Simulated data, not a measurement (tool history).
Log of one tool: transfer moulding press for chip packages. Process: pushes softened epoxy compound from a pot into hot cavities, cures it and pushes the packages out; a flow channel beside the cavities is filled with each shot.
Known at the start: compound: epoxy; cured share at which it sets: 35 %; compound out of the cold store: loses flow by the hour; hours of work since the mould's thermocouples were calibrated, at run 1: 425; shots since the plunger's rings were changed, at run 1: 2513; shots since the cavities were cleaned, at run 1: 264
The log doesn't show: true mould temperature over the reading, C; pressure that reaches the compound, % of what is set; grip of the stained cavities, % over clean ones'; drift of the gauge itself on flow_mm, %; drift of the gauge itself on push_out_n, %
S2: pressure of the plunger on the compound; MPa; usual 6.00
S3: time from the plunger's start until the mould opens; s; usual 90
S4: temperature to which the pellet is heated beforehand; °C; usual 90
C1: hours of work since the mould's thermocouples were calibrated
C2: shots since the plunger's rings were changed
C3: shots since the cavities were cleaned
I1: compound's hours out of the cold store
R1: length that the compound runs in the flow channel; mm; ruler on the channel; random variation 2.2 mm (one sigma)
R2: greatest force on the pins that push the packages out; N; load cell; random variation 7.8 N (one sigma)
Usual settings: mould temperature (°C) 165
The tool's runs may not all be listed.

Run 1, hour 0.0: usual settings; C1 425; C2 2513; C3 264; I1 43.0. Result: R1 713 mm, R2 441 N.
Run 2, hour 12.4: usual settings but S2 5.31 MPa; C1 431; C2 2644; C3 395; I1 22.5. Result: R1 711 mm, R2 492 N.
Run 3, hour 31.1: usual settings but S2 5.31 MPa; C1 440; C2 2840; C3 591; I1 24.2. Result: R1 706 mm, R2 543 N.
Run 4, hour 49.1: usual settings but mould temperature (°C) 170; C1 449; C2 3030; C3 781; I1 27.4. Result: R1 734 mm, R2 564 N.
Run 5, hour 57.8: usual settings but mould temperature (°C) 170; C1 453; C2 3123; C3 874; I1 36.3. Result: R1 715 mm, R2 573 N.
Run 6, hour 74.4: usual settings but mould temperature (°C) 170; C1 462; C2 3297; C3 1048; I1 32.2. Result: R1 723 mm, R2 604 N.
At hour 86.6: plunger's sealing rings changed.
At hour 88.1: cavities cleaned with cleaning compound and waxed.
Run 7, hour 97.4: usual settings but mould temperature (°C) 170; C1 471; C2 98; C3 98; I1 34.7. Result: R1 751 mm, R2 367 N.
Run 8, hour 114.8: usual settings but mould temperature (°C) 170, S3 104 s; C1 479; C2 281; C3 281; I1 19.5. Result: R1 784 mm, R2 436 N.
Run 9, hour 125.9: usual settings but mould temperature (°C) 170, S3 104 s; C1 485; C2 398; C3 398; I1 39.8. Result: R1 739 mm, R2 462 N.
Run 10, hour 141.5: usual settings but mould temperature (°C) 170, S3 104 s; C1 493; C2 562; C3 562; I1 9.5. Result: R1 797 mm, R2 520 N.
Run 11, hour 154.1: usual settings but S2 5.61 MPa; C1 499; C2 696; C3 696; I1 17.7. Result: R1 755 mm, R2 622 N.
At hour 172.6: mould's thermocouples calibrated.
Run 12, hour 173.0: usual settings; C1 0; C2 874; C3 874; I1 38.5. Result: R1 741 mm, R2 633 N.
Run 13, hour 183.2: usual settings; C1 5; C2 982; C3 982; I1 32.1. Result: R1 753 mm, R2 670 N.
Run 14, hour 193.2: usual settings; C1 10; C2 1087; C3 1087; I1 23.6. Result: R1 769 mm, R2 663 N.
At hour 199.5: cavities cleaned with cleaning compound and waxed.
Run 15, hour 210.1: usual settings; C1 18; C2 1250; C3 112; I1 29.4. Result: R1 754 mm, R2 425 N.
Run 16, hour 228.5: usual settings; C1 27; C2 1444; C3 306; I1 19.2. Result: R1 780 mm, R2 496 N.
Run 17, hour 242.9: usual settings but mould temperature (°C) 160, S2 6.83 MPa, S3 87 s, S4 82 °C; C1 34; C2 1596; C3 458; I1 20.5. Result: R1 832 mm, R2 751 N.
Run 18, hour 256.6: usual settings but mould temperature (°C) 160, S2 6.83 MPa, S3 87 s, S4 82 °C; C1 41; C2 1740; C3 602; I1 12.4. Result: R1 845 mm, R2 796 N.
Run 19, hour 277.4: usual settings but mould temperature (°C) 160, S2 6.83 MPa, S3 87 s, S4 82 °C; C1 51; C2 1960; C3 822; I1 12.7. Result: R1 846 mm, R2 838 N.
Run 20, hour 295.2: usual settings but mould temperature (°C) 166, S2 6.67 MPa, S3 102 s, S4 86 °C; C1 60; C2 2147; C3 1009; I1 40.9. Result: R1 765 mm, R2 608 N.
At hour 301.8: mould's thermocouples calibrated, once more.
Run 21, hour 306.5: usual settings but mould temperature (°C) 161, S2 5.12 MPa; C1 2; C2 2245; C3 1107; I1 41.3. Result: R1 670 mm, R2 729 N.
At hour 310.9: cavities cleaned with cleaning compound and waxed.
Run 22, hour 319.1: usual settings but mould temperature (°C) 162, S2 5.12 MPa, S3 84 s; C1 8; C2 2362; C3 86; I1 15.4. Result: R1 717 mm, R2 454 N.
Run 23, hour 331.6: usual settings but mould temperature (°C) 173, S2 7.37 MPa, S3 87 s, S4 98 °C; C1 14; C2 2494; C3 218; I1 39.5. Result: R1 790 mm, R2 387 N.
Run 24, hour 345.3: usual settings but mould temperature (°C) 167, S2 7.37 MPa, S3 87 s, S4 98 °C; C1 21; C2 2639; C3 363; I1 22.2. Result: R1 829 mm, R2 466 N.
Run 25, hour 365.6: usual settings but mould temperature (°C) 166, S3 112 s, S4 98 °C; C1 31; C2 2853; C3 577; I1 33.2. Result: R1 726 mm, R2 507 N.
Run 26, hour 377.6: usual settings but mould temperature (°C) 160, S2 5.19 MPa, S3 112 s; C1 37; C2 2980; C3 704; I1 26.7. Result: R1 695 mm, R2 561 N.
Run 27, hour 388.3: usual settings but mould temperature (°C) 157, S2 4.76 MPa; C1 42; C2 3093; C3 817; I1 29.8. Result: R1 663 mm, R2 840 N.
Run 28, hour 399.7: usual settings but mould temperature (°C) 157, S2 4.76 MPa; C1 47; C2 3212; C3 936; I1 16.4. Result: R1 687 mm, R2 884 N.

5 ways to go on from here, each from the tool as it stands after run 28. What would each give?
Run A, hour 413.5: usual settings but mould temperature (°C) 157, S2 4.76 MPa, S4 89 °C; C1 54; C2 3358; C3 1082; I1 21.9. Result: R1 ?, R2 ?.
Run B, hour 413.5: usual settings but mould temperature (°C) 161, S2 4.76 MPa, S3 104 s, S4 95 °C; C1 54; C2 3358; C3 1082; I1 22.3. Result: R1 ?, R2 ?.
Run C, hour 413.5: usual settings but mould temperature (°C) 157, S2 5.66 MPa, S3 75 s; C1 54; C2 3358; C3 1082; I1 44.6. Result: R1 ?, R2 ?.
Run D, hour 413.5: usual settings but mould temperature (°C) 160, S2 6.73 MPa, S3 85 s; C1 54; C2 3358; C3 1082; I1 26.6. Result: R1 ?, R2 ?.
Run E, hour 413.5: usual settings but mould temperature (°C) 157, S2 5.07 MPa, S4 99 °C; C1 54; C2 3358; C3 1082; I1 15.4. Result: R1 ?, R2 ?.

run   R1    R2
  A  673   925
  B  670   640
  C  691  1231
  D  783   831
  E  707   897
Without the tool's hidden state the same runs would have given:
run   R1   R2
  A  709  478
  B  706  333
  C  728  642
  D  825  430
  E  745  464

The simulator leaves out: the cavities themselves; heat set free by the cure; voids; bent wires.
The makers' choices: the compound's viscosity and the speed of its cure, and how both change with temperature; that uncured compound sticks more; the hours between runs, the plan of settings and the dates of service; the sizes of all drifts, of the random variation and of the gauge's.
